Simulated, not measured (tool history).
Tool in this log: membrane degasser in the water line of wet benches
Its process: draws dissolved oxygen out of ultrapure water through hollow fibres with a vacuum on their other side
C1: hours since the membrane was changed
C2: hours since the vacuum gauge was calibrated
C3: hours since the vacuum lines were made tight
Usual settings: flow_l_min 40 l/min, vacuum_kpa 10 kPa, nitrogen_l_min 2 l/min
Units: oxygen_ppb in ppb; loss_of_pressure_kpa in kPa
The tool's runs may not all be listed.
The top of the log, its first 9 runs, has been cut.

Run 10, hour 1719.3: usual settings but vacuum_kpa 7.7 kPa; C1 4663; C2 3388; C3 14129. Result: oxygen_ppb 246.9 ppb, loss_of_pressure_kpa 70.79 kPa.
Run 11, hour 1828.3: usual settings but vacuum_kpa 7.7 kPa; C1 4772; C2 3497; C3 14238. Result: oxygen_ppb 249.7 ppb, loss_of_pressure_kpa 70.7 kPa.
At hour 1912.9: seals of the vacuum lines changed.
Run 12, hour 2036.7: usual settings; C1 4978; C2 3703; C3 124. Result: oxygen_ppb 341.8 ppb, loss_of_pressure_kpa 70.92 kPa.
Run 13, hour 2170.8: usual settings; C1 5113; C2 3837; C3 258. Result: oxygen_ppb 343.9 ppb, loss_of_pressure_kpa 71.19 kPa.
Run 14, hour 2307.1: usual settings but nitrogen_l_min 3.22 l/min; C1 5249; C2 3974; C3 394. Result: oxygen_ppb 242.1 ppb, loss_of_pressure_kpa 71.08 kPa.
Run 15, hour 2493.3: usual settings; C1 5435; C2 4160; C3 580. Result: oxygen_ppb 348.8 ppb, loss_of_pressure_kpa 71.29 kPa.
Run 16, hour 2742.7: usual settings; C1 5684; C2 4409; C3 830. Result: oxygen_ppb 346.3 ppb, loss_of_pressure_kpa 71.48 kPa.
Run 17, hour 2915.6: usual settings; C1 5857; C2 4582; C3 1003. Result: oxygen_ppb 345.4 ppb, loss_of_pressure_kpa 71.34 kPa.
Run 18, hour 3063.3: usual settings but flow_l_min 30 l/min, vacuum_kpa 14.5 kPa, nitrogen_l_min 0.9 l/min; C1 6005; C2 4730; C3 1150. Result: oxygen_ppb 725.4 ppb, loss_of_pressure_kpa 53.78 kPa.
Run 19, hour 3292.6: usual settings but flow_l_min 32 l/min, nitrogen_l_min 2.18 l/min; C1 6234; C2 4959; C3 1380. Result: oxygen_ppb 247.3 ppb, loss_of_pressure_kpa 56.92 kPa.
At hour 3310.9: vacuum gauge calibrated.
Run 20, hour 3427.2: usual settings but flow_l_min 32 l/min, nitrogen_l_min 4.77 l/min; C1 6368; C2 116; C3 1514. Result: oxygen_ppb 127.7 ppb, loss_of_pressure_kpa 56.96 kPa.
Run 21, hour 3651.1: usual settings but flow_l_min 32 l/min, nitrogen_l_min 4.77 l/min; C1 6592; C2 340; C3 1738. Result: oxygen_ppb 127 ppb, loss_of_pressure_kpa 57.71 kPa.
Run 22, hour 3787.8: usual settings but flow_l_min 32 l/min, nitrogen_l_min 4.77 l/min; C1 6729; C2 477; C3 1874. Result: oxygen_ppb 128.7 ppb, loss_of_pressure_kpa 57.52 kPa.
Run 23, hour 3992.9: usual settings but flow_l_min 32 l/min, nitrogen_l_min 4.77 l/min; C1 6934; C2 682; C3 2080. Result: oxygen_ppb 128.9 ppb, loss_of_pressure_kpa 57.47 kPa.
Run 24, hour 4196.7: usual settings but flow_l_min 32 l/min, nitrogen_l_min 4.77 l/min; C1 7138; C2 886; C3 2283. Result: oxygen_ppb 129 ppb, loss_of_pressure_kpa 57.45 kPa.
Run 25, hour 4355.5: usual settings but flow_l_min 25 l/min, vacuum_kpa 9.3 kPa, nitrogen_l_min 2.56 l/min; C1 7297; C2 1045; C3 2442. Result: oxygen_ppb 148.1 ppb, loss_of_pressure_kpa 44.63 kPa.
Run 26, hour 4508: usual settings but flow_l_min 28 l/min, vacuum_kpa 9.6 kPa, nitrogen_l_min 3.91 l/min; C1 7449; C2 1197; C3 2595. Result: oxygen_ppb 122 ppb, loss_of_pressure_kpa 50.51 kPa.
Run 27, hour 4721.3: usual settings but flow_l_min 28 l/min, vacuum_kpa 9.6 kPa, nitrogen_l_min 3.91 l/min; C1 7663; C2 1410; C3 2808. Result: oxygen_ppb 121.8 ppb, loss_of_pressure_kpa 50.4 kPa.
At hour 4881.4: vacuum gauge calibrated, once more.
Run 28, hour 4980.6: usual settings but flow_l_min 42 l/min, vacuum_kpa 12.5 kPa, nitrogen_l_min 4 l/min; C1 7921; C2 99; C3 3067. Result: oxygen_ppb 285.9 ppb, loss_of_pressure_kpa 75.61 kPa.
Run 29, hour 5132.5: usual settings but flow_l_min 42 l/min, vacuum_kpa 12.5 kPa, nitrogen_l_min 4 l/min; C1 8073; C2 251; C3 3219. Result: oxygen_ppb 290.1 ppb, loss_of_pressure_kpa 75.5 kPa.
Run 30, hour 5384.7: usual settings but flow_l_min 45 l/min, vacuum_kpa 24.1 kPa, nitrogen_l_min 4 l/min; C1 8325; C2 503; C3 3471. Result: oxygen_ppb 591.7 ppb, loss_of_pressure_kpa 81.18 kPa.
Run 31, hour 5510.7: usual settings but flow_l_min 31 l/min, vacuum_kpa 11.6 kPa, nitrogen_l_min 2.31 l/min; C1 8451; C2 629; C3 3597. Result: oxygen_ppb 269.2 ppb, loss_of_pressure_kpa 55.64 kPa.
Run 32, hour 5722: usual settings but nitrogen_l_min 0.83 l/min; C1 8663; C2 841; C3 3808. Result: oxygen_ppb 641.8 ppb, loss_of_pressure_kpa 72.41 kPa.
Run 33, hour 5836.3: usual settings but flow_l_min 32 l/min, vacuum_kpa 17.4 kPa, nitrogen_l_min 0.85 l/min; C1 8777; C2 955; C3 3922. Result: oxygen_ppb 979.3 ppb, loss_of_pressure_kpa 58.04 kPa.

Each row is a separate what-if for the run after 33, all from the same tool condition, not one after another. Results?
Run A, hour 5964.7: usual settings but flow_l_min 32 l/min, vacuum_kpa 20.6 kPa, nitrogen_l_min 0.85 l/min; C1 8905; C2 1083; C3 4051. Result: oxygen_ppb ?, loss_of_pressure_kpa ?.
Run B, hour 5964.7: usual settings but flow_l_min 50 l/min, vacuum_kpa 17.4 kPa, nitrogen_l_min 1.29 l/min; C1 8905; C2 1083; C3 4051. Result: oxygen_ppb ?, loss_of_pressure_kpa ?.
Run C, hour 5964.7: usual settings but vacuum_kpa 16.8 kPa; C1 8905; C2 1083; C3 4051. Result: oxygen_ppb ?, loss_of_pressure_kpa ?.

run  oxygen_ppb  loss_of_pressure_kpa
  A      1195.7                 57.73
  B        1114                 90.31
  C       615.7                 71.94
Without the tool's hidden state the same runs would have given:
run  oxygen_ppb  loss_of_pressure_kpa
  A      1188.7                 55.48
  B        1095                 86.81
  C       604.4                 69.15
